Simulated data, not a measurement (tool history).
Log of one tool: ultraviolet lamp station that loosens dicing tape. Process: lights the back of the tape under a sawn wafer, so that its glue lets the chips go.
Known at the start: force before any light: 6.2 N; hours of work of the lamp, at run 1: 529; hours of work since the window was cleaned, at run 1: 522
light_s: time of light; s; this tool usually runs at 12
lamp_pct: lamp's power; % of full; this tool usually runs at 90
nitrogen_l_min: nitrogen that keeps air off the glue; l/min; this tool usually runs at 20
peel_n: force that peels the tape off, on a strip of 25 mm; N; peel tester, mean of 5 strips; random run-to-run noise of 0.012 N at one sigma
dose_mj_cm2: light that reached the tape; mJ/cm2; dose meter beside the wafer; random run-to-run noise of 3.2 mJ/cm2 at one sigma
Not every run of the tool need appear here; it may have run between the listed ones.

| run | day | light_s | lamp_pct | nitrogen_l_min | hours of work of the lamp | hours of work since the window was cleaned | peel_n | dose_mj_cm2 |
|---|---|---|---|---|---|---|---|---|
| 1 | 0.000 | 12 | 90 | 20 | 529 | 522 | 1.429 | 289 |
| 2 | 0.712 | 12 | 90 | 20 | 542 | 536 | 1.447 | 289 |
| 3 | 1.308 | 12 | 90 | 20 | 553 | 547 | 1.532 | 281 |
| 4 | 2.038 | 12 | 90 | 20 | 567 | 561 | 1.553 | 279 |
| 5 | 2.875 | 12 | 90 | 20 | 583 | 577 | 1.503 | 270 |
| 6 | 3.650 | 12 | 90 | 20 | 598 | 591 | 1.588 | 267 |
| 7 | 4.312 | 6 | 60 | 20 | 610 | 604 | 3.980 | 88 |
| 8 | 5.217 | 6 | 63 | 24 | 627 | 621 | 4.016 | 91 |
| 9 | 5.867 | 20 | 87 | 20 | 640 | 633 | 0.817 | 410 |
| 10 | 6.633 | 20 | 87 | 20 | 654 | 648 | 0.864 | 402 |
| 11 | 7.296 | 9 | 76 | 20 | 667 | 660 | 2.867 | 157 |

Each row is a separate what-if for the run after 11, all from the same tool condition, not one after another. Results?
|  | 7.738 | lamp changed |
| A | 7.854 | 13 | 72 | 25 | 2 | 670 | ? | ? |
|  | 7.738 | lamp changed |
| B | 7.854 | 12 | 61 | 25 | 2 | 670 | ? | ? |
|  | 7.738 | lamp changed |
| C | 7.854 | 21 | 80 | 40 | 2 | 670 | ? | ? |
|  | 7.738 | lamp changed |
| D | 7.854 | 12 | 90 | 13 | 2 | 670 | ? | ? |
|  | 7.738 | lamp changed |
| E | 7.854 | 19 | 90 | 27 | 2 | 670 | ? | ? |

| run | peel_n | dose_mj_cm2 |
|---|---|---|
| A | 0.828 | 382 |
| B | 1.314 | 299 |
| C | 0.199 | 691 |
| D | 0.869 | 441 |
| E | 0.220 | 699 |
What these runs would have given with no unlogged condition in the tool:
| run | peel_n | dose_mj_cm2 |
|---|---|---|
| A | 0.634 | 438 |
| B | 1.059 | 342 |
| C | 0.147 | 791 |
| D | 0.665 | 505 |
| E | 0.161 | 800 |
